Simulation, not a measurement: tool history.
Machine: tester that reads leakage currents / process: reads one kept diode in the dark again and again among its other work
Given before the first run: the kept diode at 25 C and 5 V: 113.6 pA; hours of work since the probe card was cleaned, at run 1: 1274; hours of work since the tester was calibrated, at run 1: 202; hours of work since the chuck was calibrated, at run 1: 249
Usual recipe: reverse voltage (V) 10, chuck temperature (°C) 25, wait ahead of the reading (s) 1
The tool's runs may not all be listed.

run     day  reverse voltage (V)  chuck temperature (°C)  wait ahead of the reading (s)  hours of work since the probe card was cleaned  hours of work since the tester was calibrated  hours of work since the chuck was calibrated  current that the tester gives (pA)
  1       0                   10                      25                              1                                            1274                                            202                                           249                               159.4
  2   1.554                   10                      25                              1                                            1299                                            227                                           273                              160.36
  3   2.646                   10                      25                              1                                            1316                                            244                                           290                              160.37
  4   3.792                   10                      25                           1.87                                            1334                                            262                                           308                               161.3
  5   5.708                   10                      25                           1.87                                            1364                                            292                                           339                              162.48
  6   6.804                   10                      25                           1.87                                            1382                                            310                                           356                              162.36
  7   8.979                   10                      25                           1.87                                            1416                                            344                                           390                              163.44
  8   10.05                   10                      25                           1.87                                            1433                                            361                                           407                              163.35
  9  11.925                   10                      25                           6.45                                            1463                                            391                                           437                              165.01
 10  12.933                   10                      25                           6.45                                            1479                                            406                                           453                               164.8
 11  14.208                   10                      25                              1                                            1499                                            427                                           473                              165.46
 12   16.55                   10                      25                              1                                            1536                                            464                                           510                               166.9
 13  18.162                   10                      25                              1                                            1561                                            489                                           535                               167.2
 14  19.146                 16.5                      50                            1.4                                            1577                                            505                                           551                             1043.94
 15  20.658                 16.5                      50                            1.4                                            1601                                            528                                           575                             1050.01

Run 16 is up next; what results do you expect?
     20.879  -- tester calibrated
 16  22.683                  1.2                      35                           0.45                                            1631                                             29                                           605                                   ?

current that the tester gives (pA): 149.02
With no hidden state in the tool, this same run would have given current that the tester gives (pA) 138.97.

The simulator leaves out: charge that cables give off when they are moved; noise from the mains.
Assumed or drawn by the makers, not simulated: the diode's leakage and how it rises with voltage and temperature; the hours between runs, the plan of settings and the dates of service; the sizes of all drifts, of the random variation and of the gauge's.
